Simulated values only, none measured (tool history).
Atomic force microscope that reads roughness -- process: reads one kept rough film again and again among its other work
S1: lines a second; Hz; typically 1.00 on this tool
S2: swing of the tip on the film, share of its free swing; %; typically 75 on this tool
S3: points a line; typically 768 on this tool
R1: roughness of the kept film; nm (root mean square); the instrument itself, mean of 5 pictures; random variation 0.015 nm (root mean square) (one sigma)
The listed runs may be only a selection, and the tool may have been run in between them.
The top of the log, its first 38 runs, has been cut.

run 39 hour=400.2 | S1=1.78 S2=72 S3=778 | R1=2.686
run 40 hour=411.9 | S1=1.53 S2=64 S3=593 | R1=2.747
run 41 hour=419.4 | S1=1.00 S2=75 S3=268 | R1=2.635
-- hour=427.1 new tip fitted
run 42 hour=432.0 | S1=1.00 S2=75 S3=268 | R1=3.373
run 43 hour=442.5 | S1=1.00 S2=75 S3=268 | R1=3.339
run 44 hour=450.2 | S1=1.96 S2=87 S3=768 | R1=3.114
run 45 hour=456.4 | S1=1.96 S2=87 S3=768 | R1=3.129
run 46 hour=463.9 | S1=0.64 S2=65 S3=768 | R1=3.490

Each row is a separate what-if for the run after 46, all from the same tool condition, not one after another. Results?
run A hour=478.6 | S1=2.65 S2=65 S3=374 | R1=?
run B hour=478.6 | S1=3.25 S2=71 S3=659 | R1=?
run C hour=478.6 | S1=2.81 S2=76 S3=332 | R1=?
run D hour=478.6 | S1=1.07 S2=67 S3=917 | R1=?
run E hour=478.6 | S1=3.99 S2=58 S3=303 | R1=?

run=A R1=3.218
run=B R1=3.156
run=C R1=3.054
run=D R1=3.396
run=E R1=3.209
Take away the tool's hidden state, keep each run's random variation, and the runs would have read:
run=A R1=3.389
run=B R1=3.324
run=C R1=3.217
run=D R1=3.577
run=E R1=3.380
